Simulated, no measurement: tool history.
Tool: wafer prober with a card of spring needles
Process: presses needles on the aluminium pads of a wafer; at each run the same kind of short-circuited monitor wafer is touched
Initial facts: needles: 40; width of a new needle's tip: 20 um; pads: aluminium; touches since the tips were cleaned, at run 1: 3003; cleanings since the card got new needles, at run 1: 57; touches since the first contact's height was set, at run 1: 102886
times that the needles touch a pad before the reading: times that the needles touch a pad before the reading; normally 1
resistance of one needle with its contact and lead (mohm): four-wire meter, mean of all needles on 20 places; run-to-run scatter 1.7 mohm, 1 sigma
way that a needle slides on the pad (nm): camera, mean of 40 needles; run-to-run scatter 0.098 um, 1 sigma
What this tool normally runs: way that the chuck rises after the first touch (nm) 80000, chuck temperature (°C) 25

run,hour,way that the chuck rises after the first touch (nm),chuck temperature (°C),times that the needles touch a pad before the reading,touches since the tips were cleaned,cleanings since the card got new needles,touches since the first contact's height was set,resistance of one needle with its contact and lead (mohm),way that a needle slides on the pad (nm)
1,0,80000,25,1,3003,57,102886,227,13870
# hour 3.6: tips cleaned on abrasive film
# hour 13.1: tips cleaned on abrasive film
2,15.3,80000,25,1,1197,59,111084,204,13680
# hour 22.5: tips cleaned on abrasive film
3,25.9,80000,44,1,1861,60,116806,218,13480
# hour 31.6: tips cleaned on abrasive film
# hour 40.8: tips cleaned on abrasive film
4,43.8,80000,44,1,1624,62,126424,217,13650
# hour 50.4: tips cleaned on abrasive film
5,57.7,80000,44,1,3994,63,133952,247,13430
# hour 58.7: tips cleaned on abrasive film, once more
# hour 69.1: tips cleaned on abrasive film
6,69.1,80000,44,1,0,65,140070,187,13400
# hour 79.5: tips cleaned on abrasive film
7,87,80000,44,1,4116,66,149743,247,13490
# hour 88.8: tips cleaned on abrasive film
8,96.5,80000,25,1,4165,67,154834,253,13400
# hour 98.4: tips cleaned on abrasive film
9,105.7,85000,27,1,4010,68,159827,240,14420
# hour 107.5: tips cleaned on abrasive film
# hour 116.5: tips cleaned on abrasive film
10,123.7,80000,107,2,3886,70,169481,233,13250
# hour 126.4: tips cleaned on abrasive film
# hour 136.4: tips cleaned on abrasive film
11,136.6,80000,35,2,109,72,176396,182,13390
# hour 146.3: tips cleaned on abrasive film
12,150,85000,47,3,1965,73,183610,192,14380
# hour 155.9: tips cleaned on abrasive film
13,157.9,85000,47,3,1050,74,187861,188,14320
# hour 165: tips cleaned on abrasive film
# hour 174.2: tips cleaned on abrasive film
14,174.2,93000,107,2,0,76,196618,192,15580
# hour 184.2: tips cleaned on abrasive film
15,187.6,93000,107,2,1858,77,203889,205,15530

Below are 5 alternative next runs, each starting from the tool's condition after run 15. Predict each:
# hour 193.7: tips cleaned on abrasive film
A,196.5,93000,107,1,1560,78,208674,?,?
# hour 193.7: tips cleaned on abrasive film
B,196.5,100000,107,3,1560,78,208674,?,?
# hour 193.7: tips cleaned on abrasive film
C,196.5,93000,29,2,1560,78,208674,?,?
# hour 193.7: tips cleaned on abrasive film
D,196.5,65000,25,1,1560,78,208674,?,?
# hour 193.7: tips cleaned on abrasive film
E,196.5,89000,63,2,1560,78,208674,?,?

run,resistance of one needle with its contact and lead (mohm),way that a needle slides on the pad (nm)
A,219,15620
B,197,16590
C,193,15460
D,235,10540
E,202,14640
Had the tool no hidden state, the same runs would have come out as:
run,resistance of one needle with its contact and lead (mohm),way that a needle slides on the pad (nm)
A,191,16640
B,188,17590
C,174,16480
D,175,11550
E,183,15650

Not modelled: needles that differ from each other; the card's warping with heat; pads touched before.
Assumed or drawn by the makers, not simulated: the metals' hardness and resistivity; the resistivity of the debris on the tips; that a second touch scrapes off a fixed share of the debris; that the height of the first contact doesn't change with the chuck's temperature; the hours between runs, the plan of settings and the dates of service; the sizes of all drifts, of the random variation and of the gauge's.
